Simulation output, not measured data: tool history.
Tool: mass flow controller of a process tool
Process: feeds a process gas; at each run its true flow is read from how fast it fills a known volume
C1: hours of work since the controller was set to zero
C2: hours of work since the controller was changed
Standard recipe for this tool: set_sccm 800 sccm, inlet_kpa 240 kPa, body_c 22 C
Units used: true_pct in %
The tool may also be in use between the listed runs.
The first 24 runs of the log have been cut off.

Run 25, hour 4312.8: usual settings but set_sccm 193 sccm, inlet_kpa 166 kPa, body_c 36 C; C1 3711; C2 3711. Result: true_pct 99.51 %.
Run 26, hour 4576.3: usual settings but set_sccm 566 sccm, inlet_kpa 262 kPa; C1 3873; C2 3873. Result: true_pct 100.67 %.
Run 27, hour 4827.7: usual settings but set_sccm 566 sccm, inlet_kpa 262 kPa; C1 4027; C2 4027. Result: true_pct 100.68 %.
Run 28, hour 4997.2: usual settings but set_sccm 566 sccm, inlet_kpa 262 kPa; C1 4131; C2 4131. Result: true_pct 100.85 %.
Run 29, hour 5114.6: usual settings but set_sccm 566 sccm, inlet_kpa 157 kPa, body_c 32 C; C1 4204; C2 4204. Result: true_pct 100.52 %.
Run 30, hour 5243.3: usual settings but set_sccm 282 sccm, inlet_kpa 211 kPa, body_c 32 C; C1 4283; C2 4283. Result: true_pct 100.00 %.
Run 31, hour 5382.3: usual settings but set_sccm 205 sccm, inlet_kpa 267 kPa, body_c 31 C; C1 4368; C2 4368. Result: true_pct 99.96 %.
Run 32, hour 5556.4: usual settings but set_sccm 128 sccm; C1 4475; C2 4475. Result: true_pct 100.42 %.
Run 33, hour 5816.3: usual settings but set_sccm 128 sccm; C1 4635; C2 4635. Result: true_pct 100.42 %.
Run 34, hour 6071.6: usual settings but set_sccm 128 sccm; C1 4791; C2 4791. Result: true_pct 100.42 %.

Branching from run 34: 4 alternative next runs. What would each branch give?
Run A, hour 6211.8: usual settings but inlet_kpa 237 kPa; C1 4877; C2 4877. Result: true_pct ?.
Run B, hour 6211.8: usual settings but set_sccm 281 sccm, inlet_kpa 162 kPa; C1 4877; C2 4877. Result: true_pct ?.
Run C, hour 6211.8: usual settings but set_sccm 782 sccm; C1 4877; C2 4877. Result: true_pct ?.
Run D, hour 6211.8: usual settings but inlet_kpa 177 kPa, body_c 27 C; C1 4877; C2 4877. Result: true_pct ?.

run  true_pct
  A    101.40
  B    100.85
  C    101.51
  D    101.34
Stripped of hidden state, with their random variation kept, the same runs would have yielded:
run  true_pct
  A     99.83
  B     99.30
  C     99.94
  D     99.78

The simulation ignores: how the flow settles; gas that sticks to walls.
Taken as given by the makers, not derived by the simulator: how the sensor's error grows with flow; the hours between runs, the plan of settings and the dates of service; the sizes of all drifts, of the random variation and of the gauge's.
